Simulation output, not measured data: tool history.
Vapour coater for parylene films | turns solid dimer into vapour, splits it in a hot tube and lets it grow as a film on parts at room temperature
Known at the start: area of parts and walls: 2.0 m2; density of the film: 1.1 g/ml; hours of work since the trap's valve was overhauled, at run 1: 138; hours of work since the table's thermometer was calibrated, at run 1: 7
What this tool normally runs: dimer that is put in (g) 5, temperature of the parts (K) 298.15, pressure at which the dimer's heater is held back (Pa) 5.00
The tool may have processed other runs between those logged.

| run | hour | dimer that is put in (g) | temperature of the parts (K) | pressure at which the dimer's heater is held back (Pa) | hours of work since the trap's valve was overhauled | hours of work since the table's thermometer was calibrated | thickness of the film (µm) |
|---|---|---|---|---|---|---|---|
| 1 | 0.0 | 5 | 298.15 | 5.00 | 138 | 7 | 1.08 |
| 2 | 14.2 | 5 | 298.15 | 5.00 | 147 | 15 | 1.07 |
| 3 | 37.4 | 5 | 290.15 | 5.00 | 160 | 29 | 1.53 |
| 4 | 59.1 | 5 | 290.15 | 5.00 | 173 | 41 | 1.52 |
| 5 | 70.9 | 5 | 290.15 | 5.00 | 179 | 48 | 1.54 |
| 6 | 97.3 | 5 | 291.15 | 5.00 | 195 | 64 | 1.45 |
| 7 | 112.3 | 5 | 291.15 | 5.00 | 203 | 72 | 1.44 |
| 8 | 131.3 | 5 | 291.15 | 5.00 | 214 | 83 | 1.46 |
| 9 | 154.1 | 5 | 291.15 | 5.00 | 227 | 96 | 1.45 |
| 10 | 175.8 | 5 | 291.15 | 5.00 | 240 | 109 | 1.46 |
| 11 | 188.3 | 5 | 291.15 | 5.00 | 247 | 116 | 1.47 |
| 12 | 203.3 | 5 | 291.15 | 5.00 | 256 | 125 | 1.44 |
| 13 | 226.1 | 5 | 298.15 | 5.00 | 269 | 138 | 1.06 |
| 14 | 247.0 | 5 | 298.15 | 5.00 | 281 | 150 | 1.05 |
| 15 | 267.5 | 5 | 298.15 | 5.00 | 293 | 162 | 1.06 |
| 16 | 288.6 | 5 | 298.15 | 5.00 | 305 | 174 | 1.06 |
| 17 | 301.6 | 5 | 298.15 | 5.00 | 313 | 182 | 1.03 |
|  | 303.9 | table's thermometer calibrated |
| 18 | 323.1 | 5 | 298.15 | 5.00 | 325 | 11 | 1.04 |
| 19 | 346.5 | 5 | 298.15 | 5.00 | 338 | 25 | 1.06 |
| 20 | 361.6 | 5 | 293.15 | 5.00 | 347 | 33 | 1.32 |
| 21 | 379.7 | 5 | 293.15 | 5.00 | 357 | 44 | 1.33 |
| 22 | 391.1 | 2 | 298.15 | 5.00 | 364 | 50 | 0.41 |
| 23 | 404.1 | 5 | 299.15 | 5.00 | 371 | 58 | 0.98 |
|  | 416.6 | table's thermometer calibrated, once more |
| 24 | 420.5 | 7 | 298.15 | 5.00 | 380 | 2 | 1.44 |
| 25 | 446.8 | 7 | 298.15 | 5.00 | 396 | 17 | 1.43 |
| 26 | 470.9 | 7 | 298.15 | 5.00 | 409 | 31 | 1.41 |
| 27 | 487.1 | 7 | 298.15 | 5.00 | 419 | 41 | 1.43 |
| 28 | 503.1 | 7 | 298.15 | 5.00 | 428 | 50 | 1.43 |
| 29 | 516.2 | 3 | 296.15 | 2.72 | 436 | 58 | 0.69 |
| 30 | 536.3 | 3 | 295.15 | 2.72 | 447 | 69 | 0.74 |
| 31 | 549.7 | 4 | 308.15 | 2.72 | 455 | 77 | 0.56 |
| 32 | 576.5 | 2 | 298.15 | 6.02 | 471 | 92 | 0.41 |
| 33 | 587.8 | 2 | 298.15 | 2.35 | 477 | 99 | 0.41 |
| 34 | 611.5 | 2 | 298.15 | 2.35 | 491 | 113 | 0.43 |
| 35 | 632.7 | 5 | 301.15 | 10.55 | 503 | 125 | 0.83 |
| 36 | 650.7 | 5 | 301.15 | 10.55 | 513 | 135 | 0.82 |
| 37 | 667.8 | 3 | 291.15 | 3.28 | 523 | 145 | 0.86 |
| 38 | 683.7 | 4 | 295.15 | 5.44 | 533 | 154 | 0.90 |
| 39 | 704.7 | 5 | 298.15 | 7.49 | 545 | 167 | 0.95 |
| 40 | 716.0 | 4 | 301.15 | 6.56 | 551 | 173 | 0.69 |
| 41 | 741.5 | 4 | 297.15 | 6.56 | 566 | 188 | 0.81 |
| 42 | 757.2 | 4 | 297.15 | 6.56 | 575 | 197 | 0.82 |
| 43 | 769.6 | 7 | 298.15 | 5.00 | 582 | 204 | 1.39 |
| 44 | 784.0 | 3 | 290.15 | 8.42 | 591 | 212 | 0.83 |

4 options for the next run, each taken on its own from the tool as it stands now. Forecast them:
| A | 799.1 | 5 | 290.15 | 8.88 | 599 | 221 | ? |
| B | 799.1 | 8 | 298.15 | 11.63 | 599 | 221 | ? |
| C | 799.1 | 3 | 290.15 | 3.13 | 599 | 221 | ? |
| D | 799.1 | 3 | 300.15 | 8.42 | 599 | 221 | ? |

| run | thickness of the film (µm) |
|---|---|
| A | 1.37 |
| B | 1.47 |
| C | 0.89 |
| D | 0.53 |
Without the tool's unlogged condition, the same runs would have read:
| run | thickness of the film (µm) |
|---|---|
| A | 1.52 |
| B | 1.64 |
| C | 0.99 |
| D | 0.58 |
